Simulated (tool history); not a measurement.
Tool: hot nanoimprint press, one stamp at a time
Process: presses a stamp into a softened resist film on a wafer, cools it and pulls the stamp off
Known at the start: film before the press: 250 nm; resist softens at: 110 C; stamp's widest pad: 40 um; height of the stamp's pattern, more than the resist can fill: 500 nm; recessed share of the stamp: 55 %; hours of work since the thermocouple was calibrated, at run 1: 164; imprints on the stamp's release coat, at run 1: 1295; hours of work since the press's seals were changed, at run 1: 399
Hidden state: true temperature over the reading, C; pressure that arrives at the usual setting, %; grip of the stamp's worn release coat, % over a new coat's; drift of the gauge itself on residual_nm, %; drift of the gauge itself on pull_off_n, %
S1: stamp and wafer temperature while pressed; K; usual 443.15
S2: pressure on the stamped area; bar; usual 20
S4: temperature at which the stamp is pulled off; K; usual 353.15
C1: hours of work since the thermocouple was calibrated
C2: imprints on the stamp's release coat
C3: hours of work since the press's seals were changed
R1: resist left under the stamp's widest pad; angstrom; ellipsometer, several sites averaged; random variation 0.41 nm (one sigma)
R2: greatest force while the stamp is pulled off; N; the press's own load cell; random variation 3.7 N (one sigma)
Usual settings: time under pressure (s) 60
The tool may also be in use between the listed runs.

Run 1, hour 0: usual settings; C1 164; C2 1295; C3 399. Result: R1 1140 angstrom, R2 194 N.
Run 2, hour 27.1: usual settings but S1 452.15 K; C1 185; C2 1425; C3 420. Result: R1 765 angstrom, R2 198 N.
Run 3, hour 44.9: usual settings but time under pressure (s) 58; C1 198; C2 1511; C3 434. Result: R1 1156 angstrom, R2 196 N.
Run 4, hour 76.2: usual settings but time under pressure (s) 58; C1 222; C2 1662; C3 458. Result: R1 1148 angstrom, R2 203 N.
Run 5, hour 96.2: usual settings; C1 238; C2 1758; C3 473. Result: R1 1142 angstrom, R2 204 N.
Run 6, hour 119: usual settings; C1 255; C2 1867; C3 490. Result: R1 1133 angstrom, R2 196 N.
Run 7, hour 160.1: usual settings; C1 287; C2 2066; C3 522. Result: R1 1142 angstrom, R2 201 N.
Run 8, hour 189.5: usual settings; C1 309; C2 2207; C3 544. Result: R1 1138 angstrom, R2 198 N.
At hour 202.6: stamp cleaned and given a new release coat.
Run 9, hour 219.2: usual settings; C1 327; C2 79; C3 563. Result: R1 1130 angstrom, R2 190 N.
Run 10, hour 237.6: usual settings; C1 342; C2 168; C3 577. Result: R1 1131 angstrom, R2 196 N.
Run 11, hour 275.4: usual settings; C1 371; C2 350; C3 606. Result: R1 1133 angstrom, R2 200 N.
Run 12, hour 294.2: usual settings; C1 385; C2 440; C3 620. Result: R1 1132 angstrom, R2 207 N.
Run 13, hour 333.3: usual settings; C1 415; C2 629; C3 650. Result: R1 1122 angstrom, R2 196 N.
Run 14, hour 359.9: usual settings; C1 435; C2 757; C3 671. Result: R1 1130 angstrom, R2 196 N.
Run 15, hour 381.4: usual settings; C1 452; C2 860; C3 687. Result: R1 1129 angstrom, R2 205 N.
Run 16, hour 402.2: usual settings; C1 468; C2 961; C3 703. Result: R1 1121 angstrom, R2 196 N.
Run 17, hour 433.1: usual settings but S1 436.15 K, S2 30.9 bar, time under pressure (s) 30, S4 346.15 K; C1 492; C2 1109; C3 727. Result: R1 1569 angstrom, R2 211 N.
Run 18, hour 464.3: usual settings but S1 436.15 K, S2 30.9 bar, time under pressure (s) 30, S4 346.15 K; C1 516; C2 1260; C3 751. Result: R1 1566 angstrom, R2 223 N.
At hour 469.6: plate thermocouple calibrated.
Run 19, hour 500.2: usual settings but S1 431.15 K, S2 30.9 bar, time under pressure (s) 67, S4 358.15 K; C1 23; C2 1418; C3 776. Result: R1 1518 angstrom, R2 184 N.
Run 20, hour 517.4: usual settings but S1 434.15 K, S2 31.4 bar, time under pressure (s) 91; C1 37; C2 1501; C3 789. Result: R1 1196 angstrom, R2 194 N.
Run 21, hour 537: usual settings but S1 448.15 K, time under pressure (s) 59, S4 352.15 K; C1 52; C2 1595; C3 804. Result: R1 907 angstrom, R2 201 N.
Run 22, hour 555.8: usual settings but S2 15.3 bar, time under pressure (s) 95; C1 66; C2 1686; C3 819. Result: R1 1074 angstrom, R2 204 N.
Run 23, hour 589.2: usual settings but S1 454.15 K, S2 18.9 bar, time under pressure (s) 89, S4 355.15 K; C1 92; C2 1847; C3 844. Result: R1 607 angstrom, R2 194 N.
Run 24, hour 625: usual settings but S1 454.15 K, S2 18.9 bar, time under pressure (s) 89, S4 355.15 K; C1 119; C2 2019; C3 872. Result: R1 602 angstrom, R2 193 N.
Run 25, hour 643: usual settings but S1 436.15 K, time under pressure (s) 55, S4 348.15 K; C1 133; C2 2106; C3 886. Result: R1 1536 angstrom, R2 212 N.
Run 26, hour 665.9: usual settings but S1 436.15 K, S2 31.2 bar, time under pressure (s) 71, S4 348.15 K; C1 151; C2 2216; C3 903. Result: R1 1190 angstrom, R2 219 N.
At hour 675.1: stamp cleaned and given a new release coat.
Run 27, hour 689.6: usual settings but S4 348.15 K; C1 164; C2 69; C3 917. Result: R1 1123 angstrom, R2 208 N.

Run 28 comes next. What will it give?
Run 28, hour 723.7: usual settings but S4 348.15 K; C1 190; C2 234; C3 943. Result: R1 ?, R2 ?.

Run 28 gave R1 1117 angstrom, R2 211 N.
Without the tool's hidden state the same run would have given R1 1142 angstrom, R2 211 N.
